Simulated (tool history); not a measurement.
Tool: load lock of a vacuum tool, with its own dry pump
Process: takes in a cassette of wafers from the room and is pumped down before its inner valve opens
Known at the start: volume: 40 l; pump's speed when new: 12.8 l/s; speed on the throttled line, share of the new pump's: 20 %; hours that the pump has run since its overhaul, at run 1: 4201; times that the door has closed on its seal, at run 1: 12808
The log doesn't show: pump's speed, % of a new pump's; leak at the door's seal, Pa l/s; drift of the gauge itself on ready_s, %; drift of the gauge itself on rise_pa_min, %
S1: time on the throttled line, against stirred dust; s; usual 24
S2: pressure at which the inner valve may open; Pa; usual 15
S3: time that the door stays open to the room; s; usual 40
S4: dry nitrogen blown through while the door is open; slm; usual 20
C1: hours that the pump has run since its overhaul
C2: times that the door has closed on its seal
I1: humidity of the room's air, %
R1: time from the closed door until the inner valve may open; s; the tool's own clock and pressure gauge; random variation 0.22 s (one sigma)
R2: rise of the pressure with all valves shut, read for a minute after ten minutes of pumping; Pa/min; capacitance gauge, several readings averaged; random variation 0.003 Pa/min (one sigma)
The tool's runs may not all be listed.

{"run": 1, "day": 0.0, "S1": 24, "S2": 15, "S3": 40, "S4": 20, "C1": 4201, "C2": 12808, "I1": 41.3, "R1": 47.3, "R2": 0.274}
{"run": 2, "day": 8.738, "S1": 24, "S2": 11, "S3": 40, "S4": 20, "C1": 4410, "C2": 13128, "I1": 42.5, "R1": 48.8, "R2": 0.294}
{"run": 3, "day": 19.758, "S1": 24, "S2": 11, "S3": 40, "S4": 20, "C1": 4675, "C2": 13532, "I1": 43.8, "R1": 49.0, "R2": 0.303}
{"run": 4, "day": 30.429, "S1": 24, "S2": 15, "S3": 40, "S4": 15, "C1": 4931, "C2": 13923, "I1": 42.9, "R1": 48.4, "R2": 0.317}
{"run": 5, "day": 42.842, "S1": 24, "S2": 15, "S3": 40, "S4": 15, "C1": 5229, "C2": 14378, "I1": 45.2, "R1": 48.2, "R2": 0.324}
{"run": 6, "day": 54.95, "S1": 19, "S2": 15, "S3": 40, "S4": 20, "C1": 5520, "C2": 14822, "I1": 41.5, "R1": 44.5, "R2": 0.325}
{"run": 7, "day": 64.062, "S1": 19, "S2": 15, "S3": 40, "S4": 20, "C1": 5738, "C2": 15156, "I1": 42.3, "R1": 44.4, "R2": 0.342}
{"run": 8, "day": 74.108, "S1": 24, "S2": 15, "S3": 40, "S4": 20, "C1": 5979, "C2": 15524, "I1": 42.7, "R1": 48.4, "R2": 0.36}
{"run": 9, "day": 81.538, "S1": 24, "S2": 26, "S3": 40, "S4": 20, "C1": 6158, "C2": 15796, "I1": 44.6, "R1": 46.8, "R2": 0.368}
{"run": 10, "day": 92.708, "S1": 24, "S2": 26, "S3": 40, "S4": 20, "C1": 6426, "C2": 16205, "I1": 42.5, "R1": 46.9, "R2": 0.37}
{"run": 11, "day": 101.179, "S1": 24, "S2": 26, "S3": 40, "S4": 20, "C1": 6629, "C2": 16516, "I1": 46.7, "R1": 46.9, "R2": 0.386}
{"run": 12, "day": 112.867, "S1": 24, "S2": 26, "S3": 40, "S4": 20, "C1": 6910, "C2": 16944, "I1": 47.7, "R1": 46.9, "R2": 0.406}
{"run": 13, "day": 118.908, "S1": 24, "S2": 26, "S3": 40, "S4": 20, "C1": 7055, "C2": 17165, "I1": 46.7, "R1": 47.0, "R2": 0.416}
{"run": 14, "day": 124.642, "S1": 24, "S2": 26, "S3": 40, "S4": 22, "C1": 7192, "C2": 17375, "I1": 42.9, "R1": 46.8, "R2": 0.41}
{"run": 15, "day": 137.062, "S1": 24, "S2": 26, "S3": 40, "S4": 22, "C1": 7490, "C2": 17830, "I1": 45.3, "R1": 47.1, "R2": 0.425}
{"run": 16, "day": 149.4, "S1": 18, "S2": 15, "S3": 40, "S4": 20, "C1": 7786, "C2": 18282, "I1": 44.6, "R1": 44.6, "R2": 0.446}
{"run": 17, "day": 158.208, "S1": 18, "S2": 15, "S3": 40, "S4": 20, "C1": 7998, "C2": 18605, "I1": 45.3, "R1": 44.7, "R2": 0.469}
{"run": 18, "day": 168.775, "S1": 18, "S2": 15, "S3": 40, "S4": 20, "C1": 8251, "C2": 18992, "I1": 44.9, "R1": 44.3, "R2": 0.474}
{"run": 19, "day": 174.5, "S1": 24, "S2": 12, "S3": 71, "S4": 20, "C1": 8389, "C2": 19202, "I1": 47.9, "R1": 50.0, "R2": 0.502}
{"run": 20, "day": 181.85, "S1": 24, "S2": 11, "S3": 50, "S4": 20, "C1": 8565, "C2": 19471, "I1": 43.9, "R1": 50.5, "R2": 0.489}
{"run": 21, "day": 187.138, "S1": 24, "S2": 11, "S3": 166, "S4": 6, "C1": 8692, "C2": 19665, "I1": 48.1, "R1": 50.8, "R2": 0.566}
{"run": 22, "day": 192.558, "S1": 24, "S2": 11, "S3": 166, "S4": 12, "C1": 8822, "C2": 19864, "I1": 43.3, "R1": 50.8, "R2": 0.561}
{"run": 23, "day": 199.833, "S1": 24, "S2": 11, "S3": 166, "S4": 12, "C1": 8997, "C2": 20130, "I1": 44.4, "R1": 50.8, "R2": 0.565}
{"run": 24, "day": 211.204, "S1": 24, "S2": 14, "S3": 166, "S4": 12, "C1": 9270, "C2": 20547, "I1": 44.6, "R1": 49.6, "R2": 0.584}
{"run": 25, "day": 219.575, "S1": 12, "S2": 12, "S3": 51, "S4": 27, "C1": 9471, "C2": 20854, "I1": 42.3, "R1": 41.0, "R2": 0.559}
{"run": 26, "day": 224.888, "S1": 12, "S2": 12, "S3": 51, "S4": 27, "C1": 9598, "C2": 21048, "I1": 46.6, "R1": 41.5, "R2": 0.552}
{"run": 27, "day": 233.946, "S1": 12, "S2": 12, "S3": 51, "S4": 27, "C1": 9815, "C2": 21380, "I1": 47.7, "R1": 41.6, "R2": 0.576}
{"run": 28, "day": 243.675, "S1": 12, "S2": 12, "S3": 32, "S4": 27, "C1": 10049, "C2": 21737, "I1": 45.8, "R1": 41.3, "R2": 0.564}
{"run": 29, "day": 255.429, "S1": 12, "S2": 12, "S3": 32, "S4": 27, "C1": 10331, "C2": 22167, "I1": 48.4, "R1": 41.7, "R2": 0.601}
{"run": 30, "day": 263.496, "S1": 24, "S2": 15, "S3": 30, "S4": 20, "C1": 10525, "C2": 22463, "I1": 45.7, "R1": 49.7, "R2": 0.626}
{"run": 31, "day": 269.517, "S1": 14, "S2": 15, "S3": 125, "S4": 5, "C1": 10669, "C2": 22683, "I1": 42.3, "R1": 42.2, "R2": 0.674}
{"run": 32, "day": 277.0, "S1": 31, "S2": 12, "S3": 40, "S4": 20, "C1": 10849, "C2": 22958, "I1": 43.1, "R1": 56.5, "R2": 0.623}
{"run": 33, "day": 285.683, "S1": 18, "S2": 15, "S3": 40, "S4": 20, "C1": 11057, "C2": 23276, "I1": 46.0, "R1": 46.0, "R2": 0.651}
{"run": 34, "day": 291.138, "S1": 18, "S2": 15, "S3": 40, "S4": 20, "C1": 11188, "C2": 23476, "I1": 48.2, "R1": 46.2, "R2": 0.662}
{"day": 292.379, "done": "door's seal changed, seat wiped"}
{"run": 35, "day": 302.767, "S1": 21, "S2": 16, "S3": 27, "S4": 33, "C1": 11466, "C2": 381, "I1": 43.4, "R1": 47.7, "R2": 0.017}
{"run": 36, "day": 310.188, "S1": 21, "S2": 16, "S3": 27, "S4": 33, "C1": 11644, "C2": 652, "I1": 43.7, "R1": 47.9, "R2": 0.028}

Forecast each of these 3 alternatives for the next run:
{"run": "A", "day": 319.717, "S1": 41, "S2": 15, "S3": 40, "S4": 14, "C1": 11872, "C2": 1002, "I1": 44.9, "R1": "?", "R2": "?"}
{"run": "B", "day": 319.717, "S1": 18, "S2": 16, "S3": 90, "S4": 7, "C1": 11872, "C2": 1002, "I1": 46.7, "R1": "?", "R2": "?"}
{"run": "C", "day": 319.717, "S1": 24, "S2": 12, "S3": 217, "S4": 20, "C1": 11872, "C2": 1002, "I1": 45.7, "R1": "?", "R2": "?"}

run=A R1=63.8 R2=0.035
run=B R1=45.9 R2=0.068
run=C R1=51.6 R2=0.085
Without the tool's hidden state the same runs would have given:
run=A R1=60.5 R2=0.026
run=B R1=42.0 R2=0.058
run=C R1=47.7 R2=0.075
